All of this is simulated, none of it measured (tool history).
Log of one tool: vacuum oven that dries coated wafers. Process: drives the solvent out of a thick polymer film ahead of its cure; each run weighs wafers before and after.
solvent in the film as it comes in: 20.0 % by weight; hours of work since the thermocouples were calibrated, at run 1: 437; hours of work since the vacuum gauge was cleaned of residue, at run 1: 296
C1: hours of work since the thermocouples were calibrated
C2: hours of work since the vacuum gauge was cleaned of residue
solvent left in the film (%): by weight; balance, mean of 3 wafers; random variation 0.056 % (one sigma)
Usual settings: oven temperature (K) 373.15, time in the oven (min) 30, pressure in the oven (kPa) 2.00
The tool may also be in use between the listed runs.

Run 1, day 0.000: usual settings; C1 437; C2 296. Result: solvent left in the film (%) 2.51.
Run 2, day 0.525: usual settings but time in the oven (min) 41; C1 447; C2 306. Result: solvent left in the film (%) 2.00.
Run 3, day 0.871: usual settings; C1 453; C2 312. Result: solvent left in the film (%) 2.59.
Run 4, day 1.300: usual settings; C1 461; C2 320. Result: solvent left in the film (%) 2.62.
Run 5, day 1.721: usual settings; C1 469; C2 328. Result: solvent left in the film (%) 2.62.
Run 6, day 2.242: usual settings but oven temperature (K) 376.15; C1 479; C2 338. Result: solvent left in the film (%) 1.95.
Run 7, day 2.908: usual settings but oven temperature (K) 376.15; C1 491; C2 350. Result: solvent left in the film (%) 1.98.
Run 8, day 3.433: usual settings but oven temperature (K) 376.15; C1 501; C2 360. Result: solvent left in the film (%) 1.91.
Run 9, day 4.138: usual settings but oven temperature (K) 376.15; C1 514; C2 373. Result: solvent left in the film (%) 2.04.
Run 10, day 4.583: usual settings but oven temperature (K) 370.15; C1 522; C2 382. Result: solvent left in the film (%) 3.43.
Run 11, day 4.908: usual settings but oven temperature (K) 370.15; C1 528; C2 388. Result: solvent left in the film (%) 3.36.
Run 12, day 5.654: usual settings but oven temperature (K) 370.15; C1 542; C2 401. Result: solvent left in the film (%) 3.38.
Run 13, day 6.171: usual settings but oven temperature (K) 370.15; C1 552; C2 411. Result: solvent left in the film (%) 3.39.
Run 14, day 6.650: usual settings but oven temperature (K) 370.15; C1 561; C2 420. Result: solvent left in the film (%) 3.42.
Run 15, day 7.042: usual settings but time in the oven (min) 33; C1 568; C2 427. Result: solvent left in the film (%) 2.47.
Run 16, day 7.754: usual settings but time in the oven (min) 33; C1 581; C2 441. Result: solvent left in the film (%) 2.46.
Run 17, day 8.296: usual settings but time in the oven (min) 33; C1 591; C2 451. Result: solvent left in the film (%) 2.40.
Run 18, day 8.729: usual settings but time in the oven (min) 33; C1 600; C2 459. Result: solvent left in the film (%) 2.40.
Run 19, day 9.517: usual settings but oven temperature (K) 376.15, time in the oven (min) 33; C1 614; C2 473. Result: solvent left in the film (%) 1.92.
Run 20, day 9.858: usual settings but oven temperature (K) 376.15, time in the oven (min) 33; C1 621; C2 480. Result: solvent left in the film (%) 1.86.
Run 21, day 10.429: usual settings but oven temperature (K) 384.15, time in the oven (min) 51, pressure in the oven (kPa) 1.47; C1 631; C2 490. Result: solvent left in the film (%) 0.93.
Run 22, day 10.996: usual settings but oven temperature (K) 366.15, time in the oven (min) 51, pressure in the oven (kPa) 4.47; C1 642; C2 501. Result: solvent left in the film (%) 5.57.
Run 23, day 11.629: usual settings but time in the oven (min) 27, pressure in the oven (kPa) 5.10; C1 654; C2 513. Result: solvent left in the film (%) 5.32.
Run 24, day 12.175: usual settings but time in the oven (min) 27, pressure in the oven (kPa) 5.10; C1 664; C2 523. Result: solvent left in the film (%) 5.21.
Run 25, day 12.642: usual settings but time in the oven (min) 27, pressure in the oven (kPa) 5.10; C1 672; C2 532. Result: solvent left in the film (%) 5.26.
Run 26, day 13.212: usual settings but time in the oven (min) 27, pressure in the oven (kPa) 5.10; C1 683; C2 542. Result: solvent left in the film (%) 5.23.
Run 27, day 13.750: usual settings but time in the oven (min) 27, pressure in the oven (kPa) 4.67; C1 693; C2 552. Result: solvent left in the film (%) 5.01.
Run 28, day 14.258: usual settings but time in the oven (min) 27, pressure in the oven (kPa) 4.67; C1 702; C2 562. Result: solvent left in the film (%) 5.02.
Run 29, day 15.017: usual settings but time in the oven (min) 27, pressure in the oven (kPa) 4.67; C1 717; C2 576. Result: solvent left in the film (%) 4.89.
Run 30, day 15.354: usual settings but oven temperature (K) 372.15, time in the oven (min) 23, pressure in the oven (kPa) 4.67; C1 723; C2 582. Result: solvent left in the film (%) 5.78.
Run 31, day 16.058: usual settings but oven temperature (K) 372.15, time in the oven (min) 23, pressure in the oven (kPa) 4.67; C1 736; C2 595. Result: solvent left in the film (%) 5.85.
Run 32, day 16.817: usual settings but oven temperature (K) 372.15, time in the oven (min) 23, pressure in the oven (kPa) 4.67; C1 750; C2 609. Result: solvent left in the film (%) 5.75.
Run 33, day 17.338: usual settings but oven temperature (K) 379.15, time in the oven (min) 34, pressure in the oven (kPa) 3.08; C1 760; C2 619. Result: solvent left in the film (%) 2.21.
Run 34, day 18.038: usual settings but time in the oven (min) 22, pressure in the oven (kPa) 1.16; C1 773; C2 632. Result: solvent left in the film (%) 3.20.
Run 35, day 18.542: usual settings but oven temperature (K) 380.15, time in the oven (min) 34; C1 782; C2 642. Result: solvent left in the film (%) 1.36.
Run 36, day 19.200: usual settings but oven temperature (K) 359.15, time in the oven (min) 16; C1 795; C2 654. Result: solvent left in the film (%) 11.09.
Run 37, day 19.571: usual settings but oven temperature (K) 361.15, time in the oven (min) 18, pressure in the oven (kPa) 3.45; C1 801; C2 661. Result: solvent left in the film (%) 10.89.
Run 38, day 20.021: usual settings but oven temperature (K) 387.15, time in the oven (min) 38, pressure in the oven (kPa) 4.13; C1 810; C2 669. Result: solvent left in the film (%) 2.09.

Some steps in solvent left in the film (%) between neighbouring runs. How much of each would the tool show without its hidden state too (settings, what came in, random variation), and how much is left for the hidden state, with any gauge scatter that isn't in both results?
The hidden state here: true wafer temperature over the reading, C; true pressure over the reading, kPa; drift of the gauge itself on solvent_pct, %.
Run 21 -> 22: oven temperature (K) 384.15 -> 366.15, pressure in the oven (kPa) 1.47 -> 4.47. solvent left in the film (%) +4.64: hidden state +0.22, all else +4.42.
Run 35 -> 36: oven temperature (K) 380.15 -> 359.15, time in the oven (min) 34 -> 16. solvent left in the film (%) +9.73: hidden state +0.26, all else +9.47.
Run 37 -> 38: oven temperature (K) 361.15 -> 387.15, time in the oven (min) 18 -> 38, pressure in the oven (kPa) 3.45 -> 4.13. solvent left in the film (%) -8.80: hidden state -0.32, all else -8.48.
